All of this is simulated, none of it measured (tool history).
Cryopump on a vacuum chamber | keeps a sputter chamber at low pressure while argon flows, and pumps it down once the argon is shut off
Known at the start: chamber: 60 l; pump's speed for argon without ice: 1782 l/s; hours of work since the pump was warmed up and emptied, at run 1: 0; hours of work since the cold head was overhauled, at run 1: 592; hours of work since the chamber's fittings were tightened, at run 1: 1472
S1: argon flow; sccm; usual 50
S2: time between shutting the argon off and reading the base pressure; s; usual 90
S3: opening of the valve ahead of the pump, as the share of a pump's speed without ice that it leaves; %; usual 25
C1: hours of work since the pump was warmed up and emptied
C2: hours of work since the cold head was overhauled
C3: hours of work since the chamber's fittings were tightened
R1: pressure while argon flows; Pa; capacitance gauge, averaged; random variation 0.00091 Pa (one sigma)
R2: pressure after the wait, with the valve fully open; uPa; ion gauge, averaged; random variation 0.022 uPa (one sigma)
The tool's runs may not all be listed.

run,hour,S1,S2,S3,C1,C2,C3,R1,R2
1,0.0,50,90,25,0,592,1472,0.1897,1.72
2,28.4,50,90,25,18,611,1490,0.1913,1.82
3,49.3,50,90,25,32,624,1503,0.1894,1.74
4,92.8,50,90,25,60,652,1531,0.1915,1.79
5,128.6,50,90,25,83,675,1554,0.1915,1.81
6,164.1,50,90,25,106,698,1577,0.1934,1.87
7,197.8,50,52,25,127,720,1599,0.1934,2.17
8,237.9,37,90,25,153,746,1625,0.1424,1.96
9,277.2,37,90,25,178,771,1650,0.1440,1.94
10,299.3,37,90,25,193,785,1664,0.1431,2.00
11,335.6,37,90,25,216,808,1688,0.1445,2.08
12,356.4,37,90,25,229,822,1701,0.1451,2.03
13,393.8,37,90,25,254,846,1725,0.1452,2.08
14,438.1,37,90,25,282,874,1754,0.1449,2.11
15,465.2,30,62,54,299,892,1771,0.0577,2.35
16,507.3,30,62,54,327,919,1798,0.0567,2.40
17,543.9,26,142,25,350,943,1822,0.1027,2.08
18,584.7,45,142,49,376,969,1848,0.0940,2.11
19,616.5,98,90,15,397,989,1869,0.6390,2.32
20,646.9,98,90,15,416,1009,1888,0.6386,2.36
21,671.4,27,47,25,432,1025,1904,0.1080,2.78

Hidden state or all else? Some run-to-run changes of R1, split into what the settings, what came in and random variation would give without the hidden state, and what is left for the hidden state (with any gauge scatter that isn't in both results):
The hidden state here: pump's speed, % of a pump's without ice; cold plate's temperature, K; leak into the chamber, uPa l/s; drift of the gauge itself on working_pa, %; drift of the gauge itself on base_upa, %.
Run 18 -> 19: S1 45 -> 98, S2 142 -> 90, S3 49 -> 15. R1 +0.5450 Pa: hidden state +0.0103, all else +0.5347.
Run 20 -> 21: S1 98 -> 27, S2 90 -> 47, S3 15 -> 25. R1 -0.5306 Pa: hidden state -0.0137, all else -0.5169.

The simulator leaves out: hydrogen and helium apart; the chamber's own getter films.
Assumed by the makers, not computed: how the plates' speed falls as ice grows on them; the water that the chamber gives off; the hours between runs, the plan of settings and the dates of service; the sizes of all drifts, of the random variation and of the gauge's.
